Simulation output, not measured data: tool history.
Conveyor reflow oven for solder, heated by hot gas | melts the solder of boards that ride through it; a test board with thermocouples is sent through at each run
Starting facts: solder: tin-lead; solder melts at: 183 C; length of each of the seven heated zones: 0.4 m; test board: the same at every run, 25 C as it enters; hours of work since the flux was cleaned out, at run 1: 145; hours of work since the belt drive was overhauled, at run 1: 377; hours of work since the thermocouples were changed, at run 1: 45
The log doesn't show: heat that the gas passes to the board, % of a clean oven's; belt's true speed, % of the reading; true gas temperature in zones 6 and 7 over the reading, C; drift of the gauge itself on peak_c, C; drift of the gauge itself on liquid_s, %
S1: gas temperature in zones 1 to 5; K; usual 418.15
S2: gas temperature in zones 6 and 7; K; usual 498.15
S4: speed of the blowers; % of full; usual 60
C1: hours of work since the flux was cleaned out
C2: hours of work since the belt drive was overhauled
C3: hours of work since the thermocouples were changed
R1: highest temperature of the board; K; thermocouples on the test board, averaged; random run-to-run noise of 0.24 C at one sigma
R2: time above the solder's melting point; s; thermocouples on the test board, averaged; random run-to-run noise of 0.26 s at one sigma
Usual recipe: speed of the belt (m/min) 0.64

Run 1, day 0: usual settings; C1 145; C2 377; C3 45. Result: R1 481.45 K, R2 49.7 s.
Run 2, day 0.438: usual settings; C1 152; C2 384; C3 52. Result: R1 480.55 K, R2 49.7 s.
Run 3, day 0.808: usual settings but S2 496.15 K; C1 158; C2 389; C3 58. Result: R1 479.55 K, R2 48.3 s.
Run 4, day 1.192: usual settings but S2 496.15 K; C1 164; C2 395; C3 64. Result: R1 479.65 K, R2 48.5 s.
Run 5, day 1.658: usual settings but S2 503.15 K; C1 171; C2 403; C3 71. Result: R1 485.65 K, R2 53.6 s.
Run 6, day 2.075: usual settings but S2 503.15 K; C1 178; C2 409; C3 78. Result: R1 484.95 K, R2 54.1 s.
Run 7, day 2.529: usual settings but speed of the belt (m/min) 0.539; C1 185; C2 416; C3 85. Result: R1 485.65 K, R2 66.8 s.
At day 2.762: flux residue cleaned out of gas plates and filters.
Run 8, day 2.979: usual settings but speed of the belt (m/min) 0.539; C1 3; C2 420; C3 89. Result: R1 485.95 K, R2 66.5 s.
Run 9, day 3.246: usual settings but speed of the belt (m/min) 0.539; C1 8; C2 424; C3 93. Result: R1 485.65 K, R2 66.4 s.
Run 10, day 3.462: usual settings but S2 491.15 K, S4 54 % of full; C1 11; C2 428; C3 96. Result: R1 472.95 K, R2 40.1 s.
Run 11, day 3.833: usual settings but S1 430.15 K, S2 486.15 K, speed of the belt (m/min) 0.703, S4 65 % of full; C1 17; C2 433; C3 102. Result: R1 473.15 K, R2 41.7 s.
Run 12, day 4.104: usual settings but S1 429.15 K, S2 490.15 K, speed of the belt (m/min) 0.535, S4 65 % of full; C1 21; C2 438; C3 106. Result: R1 481.55 K, R2 69.7 s.
Run 13, day 4.396: usual settings but S1 414.15 K, S2 505.15 K, speed of the belt (m/min) 0.535, S4 65 % of full; C1 26; C2 442; C3 111. Result: R1 492.95 K, R2 71.9 s.
Run 14, day 4.754: usual settings but S1 414.15 K, S2 505.15 K, speed of the belt (m/min) 0.535, S4 65 % of full; C1 31; C2 448; C3 116. Result: R1 493.45 K, R2 71.8 s.

What if the next run were any one of these 4? Each begins from the tool's condition after run 14:
Run A, day 5.212: usual settings but S1 423.15 K, S2 505.15 K, speed of the belt (m/min) 0.535, S4 65 % of full; C1 38; C2 455; C3 124. Result: R1 ?, R2 ?.
Run B, day 5.212: usual settings but S1 431.15 K, S2 492.15 K, speed of the belt (m/min) 0.573, S4 65 % of full; C1 38; C2 455; C3 124. Result: R1 ?, R2 ?.
Run C, day 5.212: usual settings but S1 403.15 K, speed of the belt (m/min) 0.706, S4 67 % of full; C1 38; C2 455; C3 124. Result: R1 ?, R2 ?.
Run D, day 5.212: usual settings but S1 416.15 K; C1 38; C2 455; C3 124. Result: R1 ?, R2 ?.

run      R1    R2
  A  494.75  77.2
  B  482.35  66.3
  C  477.05  35.7
  D  480.95  48.4
Stripped of hidden state, with their random variation kept, the same runs would have yielded:
run      R1    R2
  A  494.75  77.1
  B  482.45  66.3
  C  477.05  35.7
  D  480.95  48.4
